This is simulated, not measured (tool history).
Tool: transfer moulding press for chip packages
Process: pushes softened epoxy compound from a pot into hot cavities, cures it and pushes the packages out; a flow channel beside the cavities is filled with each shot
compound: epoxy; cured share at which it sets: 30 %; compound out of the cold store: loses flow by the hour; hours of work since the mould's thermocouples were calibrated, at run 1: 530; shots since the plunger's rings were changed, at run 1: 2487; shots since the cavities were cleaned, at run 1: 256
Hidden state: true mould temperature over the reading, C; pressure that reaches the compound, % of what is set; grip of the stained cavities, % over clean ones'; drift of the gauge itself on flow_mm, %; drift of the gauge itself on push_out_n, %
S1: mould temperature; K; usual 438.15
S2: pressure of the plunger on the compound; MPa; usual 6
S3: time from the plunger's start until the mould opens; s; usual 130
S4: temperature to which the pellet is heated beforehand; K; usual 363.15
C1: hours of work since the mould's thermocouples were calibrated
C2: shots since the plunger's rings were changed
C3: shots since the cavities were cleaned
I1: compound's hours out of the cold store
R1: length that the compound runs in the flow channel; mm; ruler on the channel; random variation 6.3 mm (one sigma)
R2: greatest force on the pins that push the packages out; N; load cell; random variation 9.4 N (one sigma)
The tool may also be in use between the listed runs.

| run | hour | S1 | S2 | S3 | S4 | C1 | C2 | C3 | I1 | R1 | R2 |
|---|---|---|---|---|---|---|---|---|---|---|---|
| 1 | 0 | 438.15 | 6 | 130 | 363.15 | 530 | 2487 | 256 | 11.1 | 861 | 536 |
|  | 22.5 | cavities cleaned with cleaning compound and waxed |
| 2 | 69.9 | 438.15 | 6 | 130 | 363.15 | 568 | 3007 | 361 | 20.7 | 842 | 526 |
|  | 78.6 | cavities cleaned with cleaning compound and waxed |
|  | 100.5 | mould's thermocouples calibrated |
|  | 140.5 | cavities cleaned with cleaning compound and waxed |
| 3 | 159.4 | 438.15 | 6 | 130 | 363.15 | 32 | 3647 | 143 | 18.5 | 834 | 486 |
|  | 200.5 | cavities cleaned with cleaning compound and waxed |
| 4 | 232.6 | 438.15 | 6 | 130 | 363.15 | 72 | 4192 | 244 | 35.9 | 776 | 505 |
|  | 257.7 | cavities cleaned with cleaning compound and waxed |
|  | 267.4 | mould's thermocouples calibrated, once more |
|  | 320.5 | cavities cleaned with cleaning compound and waxed |
| 5 | 320.5 | 438.15 | 6 | 130 | 359.15 | 29 | 4821 | 0 | 27.2 | 803 | 429 |
|  | 367.1 | plunger's sealing rings changed |
|  | 378.3 | cavities cleaned with cleaning compound and waxed |
| 6 | 386.5 | 438.15 | 6 | 130 | 359.15 | 63 | 137 | 63 | 18.8 | 869 | 467 |
|  | 438 | cavities cleaned with cleaning compound and waxed |
| 7 | 444.2 | 438.15 | 6 | 130 | 363.15 | 94 | 563 | 47 | 21.3 | 848 | 451 |
| 8 | 486.3 | 438.15 | 6 | 130 | 363.15 | 117 | 882 | 366 | 16.8 | 863 | 558 |
|  | 493.9 | cavities cleaned with cleaning compound and waxed |
|  | 549.4 | cavities cleaned with cleaning compound and waxed |
| 9 | 576.3 | 438.15 | 6 | 138 | 363.15 | 166 | 1543 | 205 | 20.3 | 853 | 479 |
|  | 609.8 | cavities cleaned with cleaning compound and waxed |
| 10 | 660.4 | 432.15 | 6 | 130 | 368.15 | 211 | 2170 | 384 | 40.7 | 795 | 663 |
|  | 666.5 | cavities cleaned with cleaning compound and waxed |
|  | 723.8 | cavities cleaned with cleaning compound and waxed |
| 11 | 745.6 | 438.15 | 5.81 | 117 | 370.15 | 257 | 2794 | 166 | 8.3 | 859 | 540 |
|  | 781.8 | cavities cleaned with cleaning compound and waxed |
| 12 | 801.5 | 439.15 | 7 | 144 | 355.15 | 287 | 3206 | 149 | 33.8 | 849 | 470 |
|  | 836.8 | cavities cleaned with cleaning compound and waxed |
| 13 | 838.4 | 434.15 | 5.39 | 160 | 359.15 | 307 | 3474 | 11 | 31.5 | 768 | 433 |
|  | 896.6 | cavities cleaned with cleaning compound and waxed |
| 14 | 904.4 | 434.15 | 5.39 | 160 | 359.15 | 343 | 3964 | 59 | 44.1 | 723 | 443 |
|  | 954.2 | cavities cleaned with cleaning compound and waxed |
| 15 | 954.2 | 434.15 | 5.39 | 160 | 359.15 | 369 | 4331 | 0 | 40.7 | 730 | 404 |
|  | 1011.3 | cavities cleaned with cleaning compound and waxed |
| 16 | 1014.5 | 434.15 | 5.39 | 160 | 359.15 | 402 | 4777 | 24 | 39 | 733 | 422 |

Forecast each of these 4 alternatives for the next run:
| A | 1059.7 | 430.15 | 6 | 130 | 363.15 | 427 | 5120 | 367 | 37.2 | ? | ? |
| B | 1059.7 | 433.15 | 5.87 | 160 | 359.15 | 427 | 5120 | 367 | 38.7 | ? | ? |
| C | 1059.7 | 438.15 | 6 | 130 | 363.15 | 427 | 5120 | 367 | 36.2 | ? | ? |
| D | 1059.7 | 443.15 | 6 | 112 | 362.15 | 427 | 5120 | 367 | 16.8 | ? | ? |

| run | R1 | R2 |
|---|---|---|
| A | 784 | 697 |
| B | 754 | 520 |
| C | 772 | 539 |
| D | 812 | 560 |
Without the tool's hidden state the same runs would have given:
| run | R1 | R2 |
|---|---|---|
| A | 829 | 571 |
| B | 797 | 406 |
| C | 816 | 423 |
| D | 859 | 440 |
